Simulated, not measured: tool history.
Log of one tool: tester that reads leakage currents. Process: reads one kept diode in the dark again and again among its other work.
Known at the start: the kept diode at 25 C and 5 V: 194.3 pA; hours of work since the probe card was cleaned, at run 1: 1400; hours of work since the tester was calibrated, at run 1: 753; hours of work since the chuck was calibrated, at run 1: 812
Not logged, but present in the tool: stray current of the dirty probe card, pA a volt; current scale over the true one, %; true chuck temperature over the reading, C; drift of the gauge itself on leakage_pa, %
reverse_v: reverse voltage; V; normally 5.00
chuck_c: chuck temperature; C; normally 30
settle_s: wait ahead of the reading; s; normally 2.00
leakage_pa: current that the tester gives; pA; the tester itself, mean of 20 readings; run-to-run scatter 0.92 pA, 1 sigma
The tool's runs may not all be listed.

run   hour  reverse_v  chuck_c  settle_s  hours of work since the probe card was cleaned  hours of work since the tester was calibrated  hours of work since the chuck was calibrated  leakage_pa
  1    0.0       5.00       30      2.00                                            1400                                            753                                           812      306.99
  2   31.5       5.00       30      2.00                                            1416                                            768                                           827      306.11
  3   51.4       5.98       30      2.00                                            1425                                            778                                           837      339.15
  4   79.0       5.00       30      2.00                                            1439                                            792                                           850      306.12
  5  103.6       5.00       47      2.00                                            1451                                            804                                           863     1294.51
  6  121.8       5.00       47      2.00                                            1460                                            813                                           871     1289.96
  7  161.9       5.00       30      0.34                                            1480                                            832                                           891      308.14
  8  199.1       5.00       25      2.00                                            1498                                            851                                           909      194.36
  9  222.4       5.00       25      2.00                                            1509                                            862                                           921      194.94
 10  243.6       5.00       25      2.00                                            1520                                            872                                           931      193.98
 11  265.2       5.00       25      2.00                                            1530                                            883                                           942      194.28
 12  309.5       5.00       25      2.00                                            1552                                            905                                           964      194.18
 13  339.0       5.00       24      2.00                                            1566                                            919                                           978      177.44
 14  381.8       5.00       24      2.00                                            1587                                            940                                           999      176.69
 15  400.7       4.59       30      2.00                                            1597                                            950                                          1008      291.51
 16  438.9       5.00       30      2.00                                            1616                                            968                                          1027      305.95
 17  465.2       5.00       41      2.00                                            1628                                            981                                          1040      794.84
 18  492.2       2.84       30      9.13                                            1642                                            994                                          1053      224.24
 19  528.8       3.11       30      0.47                                            1660                                           1012                                          1071      237.18
 20  553.8       1.80       21      6.15                                            1672                                           1025                                          1083       76.22
 21  593.4       1.80       21      6.15                                            1691                                           1044                                          1103       76.24
 22  618.7       5.67       27      4.30                                            1704                                           1057                                          1115      250.49
 23  645.7       1.23       44      4.30                                            1717                                           1070                                          1129      470.79
 24  674.4       1.23       44      4.30                                            1731                                           1084                                          1143      472.51
 25  694.8       6.17       49      2.00                                            1741                                           1094                                          1153     1705.82
 26  724.9       6.17       49      2.00                                            1756                                           1109                                          1167     1704.65
 27  764.7       6.17       49      2.00                                            1775                                           1128                                          1187     1707.70
 28  796.0       6.17       49      2.00                                            1791                                           1144                                          1202     1699.99
 29  814.6       4.38       30      2.00                                            1800                                           1153                                          1212      285.33

Predict the results of run 30:
 30  851.4       7.59       31      0.33                                            1818                                           1171                                          1230           ?

leakage_pa: 424.45 pA
Without the tool's hidden state the same run would have given leakage_pa 425.29 pA.

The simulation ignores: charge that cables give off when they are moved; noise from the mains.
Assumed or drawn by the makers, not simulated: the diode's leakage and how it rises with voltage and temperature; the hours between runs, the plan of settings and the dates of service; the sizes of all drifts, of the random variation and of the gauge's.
